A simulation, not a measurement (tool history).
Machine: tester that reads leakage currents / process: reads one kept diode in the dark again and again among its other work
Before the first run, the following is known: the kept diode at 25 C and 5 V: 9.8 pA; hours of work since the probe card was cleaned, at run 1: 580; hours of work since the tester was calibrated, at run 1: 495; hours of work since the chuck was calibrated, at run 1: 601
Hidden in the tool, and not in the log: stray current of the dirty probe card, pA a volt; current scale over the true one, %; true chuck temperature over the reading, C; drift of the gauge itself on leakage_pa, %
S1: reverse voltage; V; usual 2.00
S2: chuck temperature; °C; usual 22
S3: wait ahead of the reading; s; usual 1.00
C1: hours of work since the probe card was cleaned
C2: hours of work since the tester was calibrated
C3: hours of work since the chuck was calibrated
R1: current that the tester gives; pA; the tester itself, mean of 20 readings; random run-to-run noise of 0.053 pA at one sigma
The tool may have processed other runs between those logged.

| run | hour | S1 | S2 | S3 | C1 | C2 | C3 | R1 |
|---|---|---|---|---|---|---|---|---|
| 1 | 0.0 | 2.00 | 22 | 1.00 | 580 | 495 | 601 | 6.79 |
| 2 | 15.8 | 2.00 | 22 | 1.00 | 587 | 502 | 609 | 6.82 |
| 3 | 44.6 | 8.21 | 22 | 1.00 | 601 | 516 | 622 | 15.76 |
| 4 | 72.8 | 8.21 | 22 | 1.00 | 614 | 529 | 635 | 15.79 |
| 5 | 91.7 | 2.00 | 38 | 1.00 | 623 | 538 | 644 | 22.02 |
| 6 | 106.9 | 2.00 | 38 | 1.00 | 630 | 545 | 651 | 22.25 |
| 7 | 133.1 | 2.00 | 38 | 1.00 | 643 | 557 | 664 | 22.34 |
| 8 | 164.6 | 2.00 | 38 | 1.00 | 657 | 572 | 679 | 22.30 |
| 9 | 198.0 | 2.00 | 40 | 1.00 | 673 | 588 | 694 | 25.92 |
| 10 | 214.3 | 2.00 | 40 | 1.00 | 681 | 596 | 702 | 25.91 |
| 11 | 236.6 | 2.00 | 40 | 1.00 | 691 | 606 | 713 | 26.02 |
| 12 | 261.3 | 1.25 | 22 | 1.00 | 703 | 618 | 724 | 5.52 |
| 13 | 282.0 | 1.25 | 22 | 1.00 | 713 | 627 | 734 | 5.47 |
| 14 | 297.1 | 2.00 | 25 | 1.00 | 720 | 635 | 741 | 8.87 |
| 15 | 315.6 | 7.14 | 25 | 1.00 | 728 | 643 | 750 | 18.23 |
| 16 | 341.2 | 7.14 | 25 | 1.00 | 740 | 655 | 762 | 18.45 |
| 17 | 365.7 | 7.14 | 25 | 1.00 | 752 | 667 | 773 | 18.50 |
| 18 | 382.9 | 2.00 | 22 | 1.00 | 760 | 675 | 781 | 7.21 |
| 19 | 404.1 | 2.00 | 22 | 1.00 | 770 | 685 | 791 | 7.24 |
| 20 | 434.1 | 2.00 | 22 | 1.00 | 784 | 699 | 806 | 7.25 |
| 21 | 448.0 | 3.89 | 28 | 3.09 | 791 | 706 | 812 | 15.59 |
| 22 | 474.5 | 2.60 | 22 | 4.55 | 803 | 718 | 825 | 8.13 |

What does the tool deliver on the next run?
|  | 493.0 | chuck's temperature calibrated |
| 23 | 504.6 | 1.52 | 39 | 3.87 | 817 | 731 | 5 | ? |

R1: 18.11 pA
If the tool had no hidden condition, the same run with the same run-to-run variation would have returned R1 17.46 pA.
